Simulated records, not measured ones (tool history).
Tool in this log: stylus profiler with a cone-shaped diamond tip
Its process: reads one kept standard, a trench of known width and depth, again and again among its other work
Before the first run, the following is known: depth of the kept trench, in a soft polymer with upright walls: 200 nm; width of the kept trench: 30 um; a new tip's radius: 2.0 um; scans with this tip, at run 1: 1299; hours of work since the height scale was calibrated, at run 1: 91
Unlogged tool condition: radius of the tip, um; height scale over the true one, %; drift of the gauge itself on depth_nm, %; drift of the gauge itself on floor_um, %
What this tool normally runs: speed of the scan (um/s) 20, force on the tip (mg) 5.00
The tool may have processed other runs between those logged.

run    hour  speed of the scan (um/s)  force on the tip (mg)  scans with this tip  hours of work since the height scale was calibrated  depth of the trench (nm)  width of the trench's floor (um)
  1     0.0                        20                   5.00                 1299                                                   91                    203.34                             28.00
  2    54.0                        19                   5.00                 1668                                                  117                    203.06                             27.99
  3   145.2                        15                   5.00                 2292                                                  160                    203.17                             27.94
  4   202.1                        15                   3.48                 2681                                                  187                    202.37                             27.90
  5   289.1                        15                   3.48                 3277                                                  229                    202.31                             27.83
  6   359.7                        14                   5.00                 3760                                                  263                    203.22                             27.73
  7   476.8                        20                   5.00                 4561                                                  319                    202.98                             27.70
  8   537.8                        20                  12.89                 4978                                                  348                    205.49                             27.72
  9   629.5                        20                  12.89                 5605                                                  392                    205.58                             27.65
 10   749.6                        20                  12.89                 6427                                                  449                    205.49                             27.58
 11   872.9                        20                   5.00                 7270                                                  508                    202.90                             27.48
 12   951.0                        77                   5.00                 7805                                                  545                    202.94                             27.27
 13  1066.2                        77                   5.00                 8592                                                  600                    202.75                             27.11
 14  1195.5                        77                  11.41                 9477                                                  662                    204.99                             27.24
 15  1252.0                        20                   5.00                 9863                                                  689                    202.81                             27.25
     1264.3  -- height scale calibrated on a step standard
 16  1342.5                        20                   5.00                10479                                                   37                    202.47                             27.26
 17  1416.9                        20                   5.00                10988                                                   73                    202.45                             27.18
 18  1514.9                        20                  11.14                11658                                                  120                    204.65                             27.15
 19  1585.4                        20                   5.00                12141                                                  153                    202.47                             27.06
 20  1685.9                        20                   5.00                12828                                                  201                    202.43                             27.05
     1731.8  -- new tip fitted, height scale calibrated
 21  1811.4                        20                   5.00                  544                                                   38                    202.80                             28.17
     1916.6  -- height scale calibrated on a step standard, once more
 22  1916.6                        20                   3.88                 1260                                                    0                    202.68                             28.03
 23  1977.5                        20                   2.93                 1677                                                   29                    202.11                             27.96
 24  2051.6                        20                   2.93                 2184                                                   65                    202.34                             27.89
 25  2105.1                        51                   4.66                 2550                                                   90                    202.94                             27.75
 26  2188.5                        17                   5.10                 3120                                                  130                    203.07                             27.83
 27  2305.0                        35                   7.25                 3917                                                  186                    203.90                             27.69
 28  2368.0                        35                   7.25                 4348                                                  216                    204.02                             27.65
 29  2496.5                        35                   7.25                 5228                                                  277                    203.86                             27.61
 30  2562.2                        20                   9.57                 5677                                                  309                    204.52                             27.66
 31  2619.1                        43                   1.68                 6066                                                  336                    201.29                             27.39
 32  2687.8                         8                  13.47                 6536                                                  369                    205.96                             27.56
 33  2752.8                         8                  13.47                 6981                                                  400                    205.80                             27.54
 34  2814.3                         8                  13.47                 7401                                                  429                    205.93                             27.51
 35  2877.6                        48                  14.07                 7834                                                  459                    205.89                             27.36
 36  2950.3                        34                   3.91                 8331                                                  494                    202.36                             27.31
 37  3040.5                        34                   3.91                 8949                                                  537                    202.38                             27.28
 38  3160.4                        13                   6.61                 9769                                                  594                    203.46                             27.29
 39  3259.7                        10                   3.64                10448                                                  642                    202.09                             27.24
 40  3329.9                         5                   2.76                10929                                                  675                    201.73                             27.25
 41  3416.0                         5                   3.18                11518                                                  717                    202.06                             27.18
 42  3487.6                        14                   3.18                12007                                                  751                    202.06                             27.15
 43  3563.6                        14                   3.18                12527                                                  787                    201.91                             27.02
     3656.2  -- new tip fitted, height scale calibrated
 44  3680.2                        14                   7.29                  164                                                   11                    203.98                             28.20
 45  3771.1                        15                   2.26                  786                                                   55                    201.95                             28.09
 46  3895.3                        15                   2.26                 1636                                                  114                    201.54                             27.95
 47  4000.7                        15                   2.26                 2357                                                  165                    201.62                             27.90

Forecast each of these 3 alternatives for the next run:
  A  4092.7                        36                   8.89                 2986                                                  209                         ?                                 ?
  B  4092.7                        30                   6.29                 2986                                                  209                         ?                                 ?
  C  4092.7                        33                   1.94                 2986                                                  209                         ?                                 ?

run  depth of the trench (nm)  width of the trench's floor (um)
  A                    204.45                             27.87
  B                    203.70                             27.85
  C                    201.58                             27.68
With no hidden state in the tool, these same runs would have given:
run  depth of the trench (nm)  width of the trench's floor (um)
  A                    204.61                             28.20
  B                    203.86                             28.18
  C                    201.74                             28.01

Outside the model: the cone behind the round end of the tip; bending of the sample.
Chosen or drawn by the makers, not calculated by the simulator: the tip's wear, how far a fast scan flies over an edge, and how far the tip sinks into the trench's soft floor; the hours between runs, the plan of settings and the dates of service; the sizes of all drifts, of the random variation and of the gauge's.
